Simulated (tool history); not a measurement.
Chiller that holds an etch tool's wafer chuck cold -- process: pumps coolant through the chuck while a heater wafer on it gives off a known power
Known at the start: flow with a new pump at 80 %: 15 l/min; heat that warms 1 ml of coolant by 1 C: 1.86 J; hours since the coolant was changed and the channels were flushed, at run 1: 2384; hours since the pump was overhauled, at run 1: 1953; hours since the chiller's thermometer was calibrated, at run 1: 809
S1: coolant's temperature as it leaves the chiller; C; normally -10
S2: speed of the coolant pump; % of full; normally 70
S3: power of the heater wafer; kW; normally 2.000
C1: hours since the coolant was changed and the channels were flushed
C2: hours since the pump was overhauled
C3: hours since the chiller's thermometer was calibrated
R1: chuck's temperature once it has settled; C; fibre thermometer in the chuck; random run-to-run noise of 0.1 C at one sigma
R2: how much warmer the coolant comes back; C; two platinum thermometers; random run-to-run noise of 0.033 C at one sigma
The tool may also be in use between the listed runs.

run 1 hour=0.0 | S1=-10 S2=70 S3=2.000 | C1=2384 C2=1953 C3=809 | R1=3.6 R2=5.05
run 2 hour=53.9 | S1=-10 S2=70 S3=2.000 | C1=2438 C2=2007 C3=863 | R1=3.5 R2=5.02
run 3 hour=88.2 | S1=-10 S2=82 S3=2.000 | C1=2473 C2=2041 C3=898 | R1=2.2 R2=4.21
run 4 hour=142.6 | S1=-14 S2=82 S3=2.000 | C1=2527 C2=2095 C3=952 | R1=-1.9 R2=4.29
run 5 hour=192.8 | S1=-14 S2=82 S3=2.000 | C1=2577 C2=2146 C3=1002 | R1=-1.9 R2=4.25
run 6 hour=235.9 | S1=-14 S2=82 S3=2.000 | C1=2620 C2=2189 C3=1045 | R1=-1.8 R2=4.28
run 7 hour=284.6 | S1=-14 S2=82 S3=2.000 | C1=2669 C2=2237 C3=1094 | R1=-1.8 R2=4.23
run 8 hour=326.5 | S1=-14 S2=82 S3=2.000 | C1=2711 C2=2279 C3=1136 | R1=-1.7 R2=4.29
run 9 hour=373.5 | S1=-14 S2=82 S3=2.000 | C1=2758 C2=2326 C3=1183 | R1=-1.9 R2=4.26
run 10 hour=415.2 | S1=-14 S2=82 S3=2.000 | C1=2800 C2=2368 C3=1225 | R1=-1.7 R2=4.29
run 11 hour=467.3 | S1=-14 S2=82 S3=2.218 | C1=2852 C2=2420 C3=1277 | R1=-0.3 R2=4.76
run 12 hour=529.2 | S1=-14 S2=82 S3=2.218 | C1=2914 C2=2482 C3=1339 | R1=-0.4 R2=4.75
run 13 hour=568.8 | S1=-14 S2=82 S3=2.218 | C1=2953 C2=2522 C3=1378 | R1=-0.3 R2=4.77
run 14 hour=619.7 | S1=-10 S2=70 S3=2.000 | C1=3004 C2=2573 C3=1429 | R1=3.9 R2=5.08
run 15 hour=680.5 | S1=-10 S2=70 S3=2.000 | C1=3065 C2=2633 C3=1490 | R1=4.1 R2=5.03
run 16 hour=743.5 | S1=-10 S2=70 S3=2.000 | C1=3128 C2=2696 C3=1553 | R1=3.9 R2=5.17
run 17 hour=771.3 | S1=-18 S2=70 S3=2.000 | C1=3156 C2=2724 C3=1581 | R1=-4.2 R2=5.09
run 18 hour=818.0 | S1=-18 S2=70 S3=2.000 | C1=3202 C2=2771 C3=1627 | R1=-3.9 R2=5.06
run 19 hour=882.4 | S1=-13 S2=68 S3=1.324 | C1=3267 C2=2835 C3=1692 | R1=-3.6 R2=3.44
run 20 hour=941.2 | S1=-10 S2=90 S3=1.524 | C1=3326 C2=2894 C3=1751 | R1=-1.3 R2=2.94
run 21 hour=995.0 | S1=-10 S2=90 S3=1.524 | C1=3379 C2=2948 C3=1804 | R1=-1.4 R2=2.95
run 22 hour=1032.0 | S1=-7 S2=75 S3=1.142 | C1=3416 C2=2985 C3=1841 | R1=0.5 R2=2.68
run 23 hour=1060.9 | S1=-7 S2=75 S3=1.142 | C1=3445 C2=3014 C3=1870 | R1=0.6 R2=2.72
run 24 hour=1106.9 | S1=-18 S2=63 S3=1.989 | C1=3491 C2=3060 C3=1916 | R1=-2.7 R2=5.67
run 25 hour=1148.9 | S1=-18 S2=63 S3=1.989 | C1=3533 C2=3102 C3=1958 | R1=-2.8 R2=5.63
run 26 hour=1180.2 | S1=-17 S2=60 S3=1.821 | C1=3565 C2=3133 C3=1990 | R1=-2.6 R2=5.50
run 27 hour=1213.7 | S1=-16 S2=89 S3=1.614 | C1=3598 C2=3167 C3=2023 | R1=-6.5 R2=3.17
run 28 hour=1277.6 | S1=-15 S2=89 S3=2.278 | C1=3662 C2=3230 C3=2087 | R1=-1.8 R2=4.49
run 29 hour=1338.9 | S1=-15 S2=89 S3=2.937 | C1=3723 C2=3292 C3=2148 | R1=2.4 R2=5.85
run 30 hour=1398.2 | S1=-15 S2=78 S3=2.937 | C1=3783 C2=3351 C3=2208 | R1=4.3 R2=6.66
run 31 hour=1449.8 | S1=-13 S2=64 S3=2.497 | C1=3834 C2=3403 C3=2259 | R1=5.9 R2=7.02
run 32 hour=1484.6 | S1=-13 S2=64 S3=2.497 | C1=3869 C2=3437 C3=2294 | R1=6.1 R2=6.99
run 33 hour=1525.9 | S1=-13 S2=64 S3=2.497 | C1=3910 C2=3479 C3=2335 | R1=5.9 R2=7.08

A few steps of R1 between consecutive runs. Split each: what settings, incoming material and random variation would produce without the hidden state, and what is left over for the hidden state, along with gauge scatter present in only one of the two compared results (measured, and without hidden state):
Hidden state at play: heat passed by the chuck's channels, % of clean ones'; flow at a given pump speed, % of a new pump's; coolant's true temperature over the reading, C; drift of the gauge itself on chuck_c, C; drift of the gauge itself on warmer_back_c, C.
Run 13 -> 14: S1 -14 -> -10, S2 82 -> 70, S3 2.218 -> 2.000. R1 +4.2 C: hidden state +0.0, all else +4.2.
Run 16 -> 17: S1 -10 -> -18. R1 -8.1 C: hidden state -0.1, all else -8.0.
Run 18 -> 19: S1 -18 -> -13, S2 70 -> 68, S3 2.000 -> 1.324. R1 +0.3 C: hidden state -0.4, all else +0.7.
Run 23 -> 24: S1 -7 -> -18, S2 75 -> 63, S3 1.142 -> 1.989. R1 -3.3 C: hidden state +0.8, all else -4.1.
Run 26 -> 27: S1 -17 -> -16, S2 60 -> 89, S3 1.821 -> 1.614. R1 -3.9 C: hidden state -0.4, all else -3.5.
Run 27 -> 28: S1 -16 -> -15, S3 1.614 -> 2.278. R1 +4.7 C: hidden state +0.4, all else +4.3.
